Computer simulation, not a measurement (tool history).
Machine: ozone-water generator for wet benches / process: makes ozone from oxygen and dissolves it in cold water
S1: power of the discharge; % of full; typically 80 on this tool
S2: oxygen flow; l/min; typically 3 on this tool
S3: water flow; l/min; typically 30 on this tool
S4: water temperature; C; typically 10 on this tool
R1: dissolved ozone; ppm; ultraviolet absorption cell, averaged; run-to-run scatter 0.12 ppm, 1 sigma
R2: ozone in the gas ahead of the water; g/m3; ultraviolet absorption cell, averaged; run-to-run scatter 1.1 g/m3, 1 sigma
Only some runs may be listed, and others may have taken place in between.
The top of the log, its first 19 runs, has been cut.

run	hour	S1	S2	S3	S4	R1	R2
20	467	80	3	19	10	19.3	202
21	498	78	3	28	10	12.8	200
22	530.8	78	3	28	10	12.8	199.5
23	566.1	78	3	34	6	10.3	197.4
# hour 576.7: gauge calibrated
24	594.1	91	3	23	10	17.1	221.4
25	612	80	4.99	30	10	12.1	144.5
26	644.5	80	4.99	30	10	12.3	144.6
# hour 651.8: contactor cleaned
27	667.6	44	2.38	19	9	14.1	175
28	684	44	2.38	19	9	14	175.1
29	699.3	80	3.75	30	12	11.8	175.6
30	721.2	80	1.56	30	10	10.6	326.4

Alternative continuations, all from the tool just after run 30; predict every row:
A	737.2	80	1.53	30	10	?	?
B	737.2	80	2.97	44	10	?	?
C	737.2	42	1.71	25	10	?	?

run	R1	R2
A	10.7	324.3
B	7.3	206.9
C	9.4	211.4
With no hidden state in the tool, these same runs would have given:
run	R1	R2
A	10.7	326.8
B	7.3	208.6
C	9.4	213.1

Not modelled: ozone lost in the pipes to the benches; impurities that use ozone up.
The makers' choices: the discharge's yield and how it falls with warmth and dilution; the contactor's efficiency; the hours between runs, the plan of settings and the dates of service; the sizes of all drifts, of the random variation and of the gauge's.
